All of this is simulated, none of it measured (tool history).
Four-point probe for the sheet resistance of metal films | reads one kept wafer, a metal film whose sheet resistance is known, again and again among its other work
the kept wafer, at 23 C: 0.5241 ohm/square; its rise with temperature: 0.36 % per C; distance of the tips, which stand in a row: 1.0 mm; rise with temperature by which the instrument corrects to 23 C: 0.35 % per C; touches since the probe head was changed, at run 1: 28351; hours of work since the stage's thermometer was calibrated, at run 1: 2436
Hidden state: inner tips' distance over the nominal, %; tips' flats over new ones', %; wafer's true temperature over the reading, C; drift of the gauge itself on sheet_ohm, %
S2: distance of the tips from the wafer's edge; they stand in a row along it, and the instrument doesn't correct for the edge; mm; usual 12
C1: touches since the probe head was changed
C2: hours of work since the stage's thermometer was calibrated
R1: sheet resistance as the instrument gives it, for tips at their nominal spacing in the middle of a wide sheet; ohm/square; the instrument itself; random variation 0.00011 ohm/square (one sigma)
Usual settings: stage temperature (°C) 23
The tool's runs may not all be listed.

Run 1, hour 0.0: usual settings; C1 28351; C2 2436. Result: R1 0.526890 ohm/square.
Run 2, hour 31.1: usual settings but stage temperature (°C) 31; C1 29052; C2 2454. Result: R1 0.527116 ohm/square.
Run 3, hour 52.4: usual settings but S2 16 mm; C1 29531; C2 2466. Result: R1 0.526241 ohm/square.
Run 4, hour 80.2: usual settings but stage temperature (°C) 21, S2 16 mm; C1 30159; C2 2482. Result: R1 0.526182 ohm/square.
Run 5, hour 108.4: usual settings but stage temperature (°C) 21, S2 16 mm; C1 30793; C2 2498. Result: R1 0.526188 ohm/square.
Run 6, hour 140.6: usual settings; C1 31520; C2 2516. Result: R1 0.526953 ohm/square.
Run 7, hour 154.5: usual settings but S2 23 mm; C1 31832; C2 2524. Result: R1 0.525589 ohm/square.
Run 8, hour 173.6: usual settings but S2 23 mm; C1 32264; C2 2535. Result: R1 0.525698 ohm/square.
Run 9, hour 189.5: usual settings but S2 23 mm; C1 32622; C2 2544. Result: R1 0.525577 ohm/square.
Run 10, hour 210.2: usual settings; C1 33088; C2 2556. Result: R1 0.526969 ohm/square.
Run 11, hour 231.9: usual settings but S2 14 mm; C1 33576; C2 2568. Result: R1 0.526571 ohm/square.
Run 12, hour 256.8: usual settings but S2 14 mm; C1 34138; C2 2582. Result: R1 0.526560 ohm/square.
Run 13, hour 271.5: usual settings but S2 8 mm; C1 34470; C2 2591. Result: R1 0.529223 ohm/square.
At hour 275.0: stage's thermometer calibrated.
Run 14, hour 298.5: usual settings but S2 8 mm; C1 35065; C2 13. Result: R1 0.529623 ohm/square.
Run 15, hour 326.1: usual settings but S2 8 mm; C1 35689; C2 29. Result: R1 0.529478 ohm/square.
Run 16, hour 353.0: usual settings but S2 8 mm; C1 36294; C2 44. Result: R1 0.529593 ohm/square.
Run 17, hour 384.8: usual settings but stage temperature (°C) 27, S2 8 mm; C1 37011; C2 63. Result: R1 0.529776 ohm/square.
Run 18, hour 413.7: usual settings but stage temperature (°C) 27, S2 8 mm; C1 37662; C2 79. Result: R1 0.529759 ohm/square.
At hour 431.9: stage's thermometer calibrated, once more.
Run 19, hour 434.2: usual settings but stage temperature (°C) 20; C1 38113; C2 1. Result: R1 0.525957 ohm/square.
Run 20, hour 454.9: usual settings; C1 38578; C2 13. Result: R1 0.526316 ohm/square.
Run 21, hour 475.2: usual settings but stage temperature (°C) 29, S2 4 mm; C1 39035; C2 25. Result: R1 0.541219 ohm/square.
Run 22, hour 494.4: usual settings but S2 6 mm; C1 39468; C2 36. Result: R1 0.531735 ohm/square.
Run 23, hour 518.4: usual settings but S2 14 mm; C1 40009; C2 49. Result: R1 0.525623 ohm/square.
Run 24, hour 541.1: usual settings but S2 14 mm; C1 40520; C2 62. Result: R1 0.525571 ohm/square.
Run 25, hour 561.7: usual settings but S2 14 mm; C1 40984; C2 74. Result: R1 0.525419 ohm/square.
Run 26, hour 581.6: usual settings but S2 14 mm; C1 41434; C2 85. Result: R1 0.525589 ohm/square.
Run 27, hour 596.8: usual settings but stage temperature (°C) 34, S2 3 mm; C1 41776; C2 94. Result: R1 0.553903 ohm/square.
Run 28, hour 618.3: usual settings but stage temperature (°C) 33, S2 22 mm; C1 42261; C2 106. Result: R1 0.525021 ohm/square.
Run 29, hour 644.6: usual settings but stage temperature (°C) 33, S2 22 mm; C1 42853; C2 121. Result: R1 0.524877 ohm/square.
Run 30, hour 665.2: usual settings but stage temperature (°C) 33, S2 22 mm; C1 43316; C2 133. Result: R1 0.524803 ohm/square.
Run 31, hour 679.1: usual settings but stage temperature (°C) 35, S2 5 mm; C1 43630; C2 141. Result: R1 0.535454 ohm/square.
Run 32, hour 697.8: usual settings but stage temperature (°C) 27, S2 57 mm; C1 44051; C2 152. Result: R1 0.524170 ohm/square.
Run 33, hour 719.5: usual settings but S2 6 mm; C1 44540; C2 164. Result: R1 0.531941 ohm/square.
Run 34, hour 749.5: usual settings but stage temperature (°C) 25, S2 22 mm; C1 45217; C2 181. Result: R1 0.524676 ohm/square.
Run 35, hour 776.8: usual settings but stage temperature (°C) 21, S2 23 mm; C1 45830; C2 197. Result: R1 0.524385 ohm/square.

Measured less the same run without the tool's hidden state. The same run-to-run variation is in both; the gauge's scatter may not be:
run         R1
  1  +0.000940
  2  +0.000916
  3  +0.000928
  4  +0.000927
  5  +0.000921
  6  +0.000911
  7  +0.000907
  8  +0.000903
  9  +0.000900
 10  +0.000898
 11  +0.000893
 12  +0.000887
 13  +0.000890
 14  +0.001209
 15  +0.001202
 16  +0.001196
 17  +0.001175
 18  +0.001170
 19  -0.000033
 20  -0.000035
 21  -0.000036
 22  -0.000043
 23  -0.000047
 24  -0.000052
 25  -0.000055
 26  -0.000059
 27  -0.000059
 28  -0.000060
 29  -0.000066
 30  -0.000070
 31  -0.000073
 32  -0.000080
 33  -0.000088
 34  -0.000092
 35  -0.000099
